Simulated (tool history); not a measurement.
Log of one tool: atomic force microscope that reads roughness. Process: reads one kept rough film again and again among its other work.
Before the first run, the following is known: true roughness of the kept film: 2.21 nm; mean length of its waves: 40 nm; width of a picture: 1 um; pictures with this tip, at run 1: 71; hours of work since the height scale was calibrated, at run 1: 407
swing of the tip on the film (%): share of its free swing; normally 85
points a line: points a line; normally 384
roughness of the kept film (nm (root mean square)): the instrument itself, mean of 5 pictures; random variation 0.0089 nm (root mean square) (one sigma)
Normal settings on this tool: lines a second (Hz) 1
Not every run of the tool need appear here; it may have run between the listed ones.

run   hour  lines a second (Hz)  swing of the tip on the film (%)  points a line  pictures with this tip  hours of work since the height scale was calibrated  roughness of the kept film (nm (root mean square))
  1      0                    1                                85            384                      71                                                  407                                               1.978
  2   15.4                 0.56                                85            384                      95                                                  419                                               2.052
  3   31.6                    1                                85            384                     122                                                  432                                               1.995
  4   56.2                    1                                85            384                     162                                                  452                                               1.985
  5   79.2                    1                                85            384                     199                                                  470                                               1.977
  6   93.1                    1                                85            384                     222                                                  481                                               1.981
  7  119.6                    1                                85            384                     265                                                  502                                               1.974
  8  134.7                    1                                85            384                     289                                                  514                                               1.984
  9  157.1                    1                                85            384                     325                                                  532                                                1.98
 10  183.3                 1.97                                85            384                     368                                                  553                                               1.873
     195.9  -- new tip fitted
 11  210.2                 1.97                                85            384                      23                                                  574                                                1.85
 12  222.6                 1.97                                85            384                      43                                                  584                                               1.864
 13  234.2                 3.88                                85            384                      62                                                  594                                               1.678
 14  248.2                 3.88                                85            384                      84                                                  605                                                1.67
 15  263.1                 3.88                                85            384                     109                                                  617                                               1.688
 16  277.4                 3.88                                85            384                     132                                                  628                                               1.687
 17  293.4                 3.88                                85            943                     158                                                  641                                               1.692
 18  308.4                 3.88                                85            943                     182                                                  653                                               1.681
 19  336.4                 3.88                                85            943                     228                                                  675                                               1.663
 20  361.1                 3.88                                85            943                     267                                                  695                                               1.677
 21  383.5                 3.88                                85            943                     304                                                  713                                               1.673
 22  395.8                    1                                85            384                     324                                                  723                                               1.987
 23  412.3                    1                                85            384                     351                                                  736                                               1.977
 24  426.6                    1                                75            384                     374                                                  747                                               2.031
       435  -- new tip fitted
 25    439                    1                                85            384                       6                                                  757                                               1.975
 26  451.5                    1                                85            272                      26                                                  767                                               1.978
 27  464.4                 3.38                                85            272                      47                                                  777                                               1.724
 28  481.9                 3.38                                85            272                      76                                                  791                                               1.715
 29  500.2                  2.8                                73            780                     105                                                  806                                               1.921
 30  523.6                  2.8                                73            780                     143                                                  825                                               1.937
 31  549.3                 0.58                                81            627                     185                                                  845                                               2.042
 32  576.1                 0.58                                81            627                     229                                                  867                                               2.041
 33  598.3                 1.52                                72            595                     265                                                  884                                               2.037
 34  623.1                 1.52                                72            595                     305                                                  904                                               2.019
 35    638                 1.52                                72            595                     329                                                  916                                               2.015
 36    658                 0.62                                73            787                     361                                                  932                                               2.071
     674.4  -- new tip fitted
 37  684.6                    1                                77            384                      17                                                  953                                               2.022
 38  699.4                 0.99                                85            384                      41                                                  965                                               1.984
 39  711.7                 0.99                                85            959                      61                                                  975                                               1.989
 40  730.6                  1.2                                80            384                      91                                                  990                                               1.983
 41  753.7                    1                                56            384                     129                                                 1008                                               2.078
 42  765.2                    1                                56            384                     147                                                 1017                                               2.074
 43  787.2                    1                                56            384                     183                                                 1035                                               2.073
 44  807.6                    1                                56            384                     216                                                 1051                                               2.088
 45  834.8                 0.63                                87            666                     260                                                 1073                                               2.032
 46  847.8                 0.94                                55            264                     281                                                 1083                                               2.074
 47  874.3                    1                                56            429                     324                                                 1104                                               2.093
 48  897.6                 1.15                                83            384                     362                                                 1123                                               1.971
 49  911.5                 0.92                                83            384                     385                                                 1134                                               2.006
     913.5  -- new tip fitted
 50  939.1                 0.92                                83            384                      42                                                 1156                                               1.991
 51  955.6                 3.88                                85            871                      68                                                 1169                                                1.68
 52  982.4                    1                                66            446                     112                                                 1190                                               2.078

3 ways to go on from here, each from the tool as it stands after run 52. What would each give?
  A  1006.4                 2.26                                85            553                     151                                                 1210                                                   ?
  B  1006.4                 2.04                                55            446                     151                                                 1210                                                   ?
  C  1006.4                 0.67                                87            832                     151                                                 1210                                                   ?

run  roughness of the kept film (nm (root mean square))
  A                                               1.846
  B                                               2.062
  C                                               2.022
The same runs, with their run-to-run variation unchanged, on a tool lacking any hidden condition would have given:
run  roughness of the kept film (nm (root mean square))
  A                                               1.848
  B                                               2.065
  C                                               2.025
